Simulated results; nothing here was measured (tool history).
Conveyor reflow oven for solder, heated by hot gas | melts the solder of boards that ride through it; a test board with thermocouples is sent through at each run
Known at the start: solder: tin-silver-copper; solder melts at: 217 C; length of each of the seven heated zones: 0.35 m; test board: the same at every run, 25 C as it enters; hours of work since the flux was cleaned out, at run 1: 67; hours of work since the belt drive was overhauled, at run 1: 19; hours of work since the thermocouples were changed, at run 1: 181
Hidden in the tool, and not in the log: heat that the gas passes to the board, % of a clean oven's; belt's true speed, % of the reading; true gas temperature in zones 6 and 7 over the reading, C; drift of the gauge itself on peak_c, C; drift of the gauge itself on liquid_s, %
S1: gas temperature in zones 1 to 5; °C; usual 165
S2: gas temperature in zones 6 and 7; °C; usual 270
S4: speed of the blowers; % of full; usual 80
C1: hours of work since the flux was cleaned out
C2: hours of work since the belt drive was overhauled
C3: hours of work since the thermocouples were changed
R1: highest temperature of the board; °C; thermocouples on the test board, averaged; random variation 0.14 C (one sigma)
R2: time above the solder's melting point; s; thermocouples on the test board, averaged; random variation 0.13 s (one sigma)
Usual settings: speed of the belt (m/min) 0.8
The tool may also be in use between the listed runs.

run 1 hour=0 | S1=165 S2=270 speed_of_the_belt_(m/min)=0.8 S4=80 | C1=67 C2=19 C3=181 | R1=256.8 R2=40.1
run 2 hour=35.3 | S1=165 S2=270 speed_of_the_belt_(m/min)=0.8 S4=80 | C1=87 C2=39 C3=201 | R1=256.8 R2=39.9
run 3 hour=69.1 | S1=165 S2=270 speed_of_the_belt_(m/min)=0.8 S4=80 | C1=107 C2=59 C3=221 | R1=256.8 R2=39.8
run 4 hour=110.8 | S1=165 S2=270 speed_of_the_belt_(m/min)=0.8 S4=80 | C1=130 C2=83 C3=245 | R1=256.7 R2=40
run 5 hour=133.5 | S1=165 S2=270 speed_of_the_belt_(m/min)=0.8 S4=80 | C1=143 C2=96 C3=258 | R1=256.8 R2=40.1
run 6 hour=159.4 | S1=165 S2=270 speed_of_the_belt_(m/min)=0.8 S4=80 | C1=158 C2=110 C3=272 | R1=256.9 R2=39.9
run 7 hour=193.9 | S1=165 S2=270 speed_of_the_belt_(m/min)=0.8 S4=83 | C1=178 C2=130 C3=292 | R1=257.3 R2=40.2
run 8 hour=234 | S1=163 S2=270 speed_of_the_belt_(m/min)=0.8 S4=83 | C1=201 C2=153 C3=315 | R1=256.8 R2=39.9
run 9 hour=267.7 | S1=163 S2=270 speed_of_the_belt_(m/min)=0.8 S4=83 | C1=220 C2=172 C3=334 | R1=257 R2=39.9
run 10 hour=299.2 | S1=165 S2=270 speed_of_the_belt_(m/min)=0.8 S4=73 | C1=238 C2=190 C3=352 | R1=255.7 R2=39.3
-- hour=334.5 flux residue cleaned out of gas plates and filters
run 11 hour=347.1 | S1=165 S2=270 speed_of_the_belt_(m/min)=0.8 S4=82 | C1=7 C2=215 C3=377 | R1=257.9 R2=40.6
run 12 hour=370.7 | S1=166 S2=278 speed_of_the_belt_(m/min)=0.952 S4=80 | C1=21 C2=228 C3=390 | R1=258.7 R2=34
run 13 hour=407.3 | S1=173 S2=266 speed_of_the_belt_(m/min)=0.867 S4=57 | C1=42 C2=249 C3=411 | R1=247.8 R2=33.6
run 14 hour=450 | S1=165 S2=272 speed_of_the_belt_(m/min)=0.911 S4=75 | C1=66 C2=274 C3=436 | R1=254 R2=33.6
run 15 hour=476.2 | S1=165 S2=272 speed_of_the_belt_(m/min)=0.911 S4=75 | C1=81 C2=289 C3=451 | R1=254 R2=33.4
run 16 hour=509.2 | S1=165 S2=272 speed_of_the_belt_(m/min)=0.911 S4=75 | C1=100 C2=307 C3=469 | R1=253.8 R2=33.4
run 17 hour=534.7 | S1=161 S2=265 speed_of_the_belt_(m/min)=0.8 S4=80 | C1=114 C2=322 C3=484 | R1=252.2 R2=37.6
run 18 hour=581 | S1=165 S2=259 speed_of_the_belt_(m/min)=0.885 S4=63 | C1=141 C2=348 C3=510 | R1=241.2 R2=27.5
run 19 hour=616.2 | S1=154 S2=274 speed_of_the_belt_(m/min)=0.672 S4=80 | C1=161 C2=369 C3=531 | R1=264.7 R2=50.1
run 20 hour=662.4 | S1=165 S2=271 speed_of_the_belt_(m/min)=0.8 S4=80 | C1=187 C2=395 C3=557 | R1=258.2 R2=40.7
run 21 hour=708.3 | S1=165 S2=262 speed_of_the_belt_(m/min)=0.8 S4=50 | C1=214 C2=421 C3=583 | R1=243.8 R2=32.2
run 22 hour=739.7 | S1=165 S2=262 speed_of_the_belt_(m/min)=0.8 S4=50 | C1=232 C2=439 C3=601 | R1=243.7 R2=32.3

Measured less the same run without the tool's hidden state. The same run-to-run variation is in both; the gauge's scatter may not be:
run=1 R1=+0.4 R2=+0.2
run=2 R1=+0.4 R2=+0.2
run=3 R1=+0.3 R2=+0.2
run=4 R1=+0.4 R2=+0.1
run=5 R1=+0.3 R2=+0.2
run=6 R1=+0.4 R2=+0.1
run=7 R1=+0.3 R2=+0.1
run=8 R1=+0.3 R2=+0.2
run=9 R1=+0.3 R2=+0.1
run=10 R1=+0.3 R2=+0.2
run=11 R1=+1.1 R2=+0.6
run=12 R1=+1.1 R2=+0.6
run=13 R1=+1 R2=+0.8
run=14 R1=+1 R2=+0.6
run=15 R1=+0.9 R2=+0.6
run=16 R1=+0.9 R2=+0.6
run=17 R1=+1 R2=+0.8
run=18 R1=+1 R2=+0.8
run=19 R1=+1.1 R2=+0.9
run=20 R1=+0.9 R2=+0.7
run=21 R1=+1 R2=+1
run=22 R1=+1 R2=+1
